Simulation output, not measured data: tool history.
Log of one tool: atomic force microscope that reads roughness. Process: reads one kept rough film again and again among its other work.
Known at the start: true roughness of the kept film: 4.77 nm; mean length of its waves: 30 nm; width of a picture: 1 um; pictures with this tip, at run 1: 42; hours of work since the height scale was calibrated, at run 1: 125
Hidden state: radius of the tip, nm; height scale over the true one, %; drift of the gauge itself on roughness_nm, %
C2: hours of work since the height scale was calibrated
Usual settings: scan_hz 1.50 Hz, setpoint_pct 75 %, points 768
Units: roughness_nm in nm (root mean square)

Run 1, hour 0.0: usual settings; pictures with this tip 42; C2 125. Result: roughness_nm 3.752 nm (root mean square).
Run 2, hour 21.3: usual settings; pictures with this tip 86; C2 140. Result: roughness_nm 3.517 nm (root mean square).
At hour 56.3: new tip fitted.
Run 3, hour 68.3: usual settings but scan_hz 1.35 Hz; pictures with this tip 25; C2 172. Result: roughness_nm 3.987 nm (root mean square).
Run 4, hour 109.8: usual settings but scan_hz 1.35 Hz; pictures with this tip 111; C2 201. Result: roughness_nm 3.479 nm (root mean square).
At hour 133.7: new tip fitted.
Run 5, hour 140.6: usual settings but scan_hz 1.35 Hz; pictures with this tip 14; C2 222. Result: roughness_nm 4.041 nm (root mean square).
Run 6, hour 172.3: usual settings but points 382; pictures with this tip 80; C2 244. Result: roughness_nm 3.617 nm (root mean square).
At hour 209.9: new tip fitted.
Run 7, hour 209.9: usual settings but setpoint_pct 86 %; pictures with this tip 0; C2 270. Result: roughness_nm 4.002 nm (root mean square).
Run 8, hour 259.7: usual settings but points 405; pictures with this tip 104; C2 304. Result: roughness_nm 3.497 nm (root mean square).
At hour 287.6: new tip fitted.
Run 9, hour 294.2: usual settings but points 405; pictures with this tip 13; C2 327. Result: roughness_nm 3.998 nm (root mean square).
Run 10, hour 318.3: usual settings but points 405; pictures with this tip 64; C2 344. Result: roughness_nm 3.711 nm (root mean square).
Run 11, hour 344.5: usual settings but points 405; pictures with this tip 118; C2 362. Result: roughness_nm 3.420 nm (root mean square).
At hour 366.0: new tip fitted.
Run 12, hour 394.8: usual settings but points 405; pictures with this tip 60; C2 397. Result: roughness_nm 3.777 nm (root mean square).
At hour 399.6: height scale calibrated on a step standard.
Run 13, hour 422.0: usual settings but points 405; pictures with this tip 114; C2 15. Result: roughness_nm 3.479 nm (root mean square).
At hour 443.1: new tip fitted.
Run 14, hour 468.4: usual settings but scan_hz 0.73 Hz, points 1002; pictures with this tip 53; C2 47. Result: roughness_nm 3.873 nm (root mean square).
Run 15, hour 491.8: usual settings but scan_hz 0.73 Hz, points 1002; pictures with this tip 101; C2 63. Result: roughness_nm 3.622 nm (root mean square).
At hour 521.3: new tip fitted.
Run 16, hour 534.5: usual settings but scan_hz 3.75 Hz, setpoint_pct 67 %, points 500; pictures with this tip 27; C2 93. Result: roughness_nm 3.919 nm (root mean square).
At hour 546.2: height scale calibrated on a step standard, once more.
Run 17, hour 582.8: usual settings but setpoint_pct 61 %, points 454; pictures with this tip 125; C2 25. Result: roughness_nm 3.449 nm (root mean square).
At hour 600.6: new tip fitted.
Run 18, hour 606.3: usual settings but setpoint_pct 61 %, points 454; pictures with this tip 11; C2 41. Result: roughness_nm 4.153 nm (root mean square).
Run 19, hour 642.6: usual settings but setpoint_pct 74 %, points 476; pictures with this tip 87; C2 66. Result: roughness_nm 3.614 nm (root mean square).
Run 20, hour 672.2: usual settings but setpoint_pct 74 %, points 476; pictures with this tip 148; C2 87. Result: roughness_nm 3.320 nm (root mean square).
At hour 676.8: new tip fitted.
Run 21, hour 700.0: usual settings but scan_hz 3.69 Hz, setpoint_pct 61 %, points 506; pictures with this tip 48; C2 106. Result: roughness_nm 3.802 nm (root mean square).
Run 22, hour 727.8: usual settings but scan_hz 3.69 Hz, setpoint_pct 61 %, points 506; pictures with this tip 106; C2 125. Result: roughness_nm 3.484 nm (root mean square).
Run 23, hour 748.5: usual settings but scan_hz 3.69 Hz, setpoint_pct 61 %, points 506; pictures with this tip 149; C2 139. Result: roughness_nm 3.260 nm (root mean square).
At hour 756.3: new tip fitted.
Run 24, hour 782.8: usual settings but scan_hz 1.08 Hz, setpoint_pct 59 %, points 708; pictures with this tip 56; C2 163. Result: roughness_nm 3.836 nm (root mean square).

Forecast each of these 3 alternatives for the next run:
Run A, hour 811.6: usual settings but scan_hz 0.89 Hz, points 348; pictures with this tip 115; C2 183. Result: roughness_nm ?.
Run B, hour 811.6: usual settings but setpoint_pct 86 %, points 767; pictures with this tip 115; C2 183. Result: roughness_nm ?.
Run C, hour 811.6: usual settings but scan_hz 0.70 Hz, setpoint_pct 59 %, points 390; pictures with this tip 115; C2 183. Result: roughness_nm ?.

run  roughness_nm
  A         3.448
  B         3.302
  C         3.507
Without the tool's hidden state the same runs would have given:
run  roughness_nm
  A         4.180
  B         4.002
  C         4.250
